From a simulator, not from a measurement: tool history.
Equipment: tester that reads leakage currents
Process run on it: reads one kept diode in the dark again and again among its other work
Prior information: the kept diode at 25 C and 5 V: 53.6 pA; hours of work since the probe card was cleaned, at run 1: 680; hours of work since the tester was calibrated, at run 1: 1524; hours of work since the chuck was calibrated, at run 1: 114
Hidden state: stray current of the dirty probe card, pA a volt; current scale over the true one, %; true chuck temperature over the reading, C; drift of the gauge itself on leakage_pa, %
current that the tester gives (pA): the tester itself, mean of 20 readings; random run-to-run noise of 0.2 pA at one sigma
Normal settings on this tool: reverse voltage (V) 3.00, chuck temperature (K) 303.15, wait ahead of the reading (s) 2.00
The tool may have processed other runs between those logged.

| run | day | reverse voltage (V) | chuck temperature (K) | wait ahead of the reading (s) | hours of work since the probe card was cleaned | hours of work since the tester was calibrated | hours of work since the chuck was calibrated | current that the tester gives (pA) |
|---|---|---|---|---|---|---|---|---|
| 1 | 0.000 | 3.00 | 303.15 | 2.00 | 680 | 1524 | 114 | 66.03 |
| 2 | 1.392 | 3.00 | 303.15 | 2.00 | 706 | 1549 | 139 | 66.05 |
| 3 | 2.367 | 3.00 | 303.15 | 2.00 | 723 | 1566 | 157 | 66.09 |
| 4 | 3.729 | 3.00 | 303.15 | 2.00 | 748 | 1591 | 182 | 66.31 |
| 5 | 4.600 | 19.19 | 303.15 | 2.00 | 764 | 1607 | 198 | 154.95 |
|  | 4.783 | chuck's temperature calibrated |
| 6 | 5.875 | 19.19 | 303.15 | 2.00 | 785 | 1629 | 20 | 156.60 |
| 7 | 6.521 | 1.07 | 303.15 | 2.00 | 797 | 1640 | 31 | 42.53 |
| 8 | 7.333 | 1.07 | 303.15 | 2.00 | 812 | 1655 | 46 | 42.36 |
| 9 | 8.571 | 7.84 | 303.15 | 2.00 | 834 | 1677 | 69 | 103.01 |
| 10 | 9.267 | 1.13 | 322.15 | 2.65 | 847 | 1690 | 81 | 179.23 |
| 11 | 10.638 | 1.13 | 322.15 | 2.65 | 872 | 1715 | 106 | 178.72 |
|  | 11.392 | chuck's temperature calibrated, once more |
| 12 | 11.625 | 1.13 | 322.15 | 2.65 | 888 | 1731 | 4 | 177.85 |
| 13 | 12.679 | 7.61 | 301.15 | 0.89 | 907 | 1750 | 23 | 88.85 |
| 14 | 13.696 | 7.61 | 301.15 | 0.89 | 925 | 1769 | 42 | 88.83 |
| 15 | 14.683 | 3.00 | 322.15 | 2.00 | 943 | 1787 | 60 | 274.07 |
| 16 | 15.750 | 1.41 | 293.15 | 4.06 | 963 | 1806 | 79 | 21.29 |
| 17 | 16.733 | 2.28 | 296.15 | 2.10 | 981 | 1824 | 97 | 34.10 |

Alternative continuations, all from the tool just after run 17; predict every row:
| A | 17.812 | 2.70 | 312.15 | 2.80 | 1000 | 1843 | 116 | ? |
| B | 17.812 | 1.29 | 302.15 | 0.68 | 1000 | 1843 | 116 | ? |
| C | 17.812 | 1.64 | 303.15 | 0.37 | 1000 | 1843 | 116 | ? |

| run | current that the tester gives (pA) |
|---|---|
| A | 127.37 |
| B | 43.29 |
| C | 52.53 |
Without the tool's unlogged condition, the same runs would have read:
| run | current that the tester gives (pA) |
|---|---|
| A | 123.70 |
| B | 41.85 |
| C | 50.76 |

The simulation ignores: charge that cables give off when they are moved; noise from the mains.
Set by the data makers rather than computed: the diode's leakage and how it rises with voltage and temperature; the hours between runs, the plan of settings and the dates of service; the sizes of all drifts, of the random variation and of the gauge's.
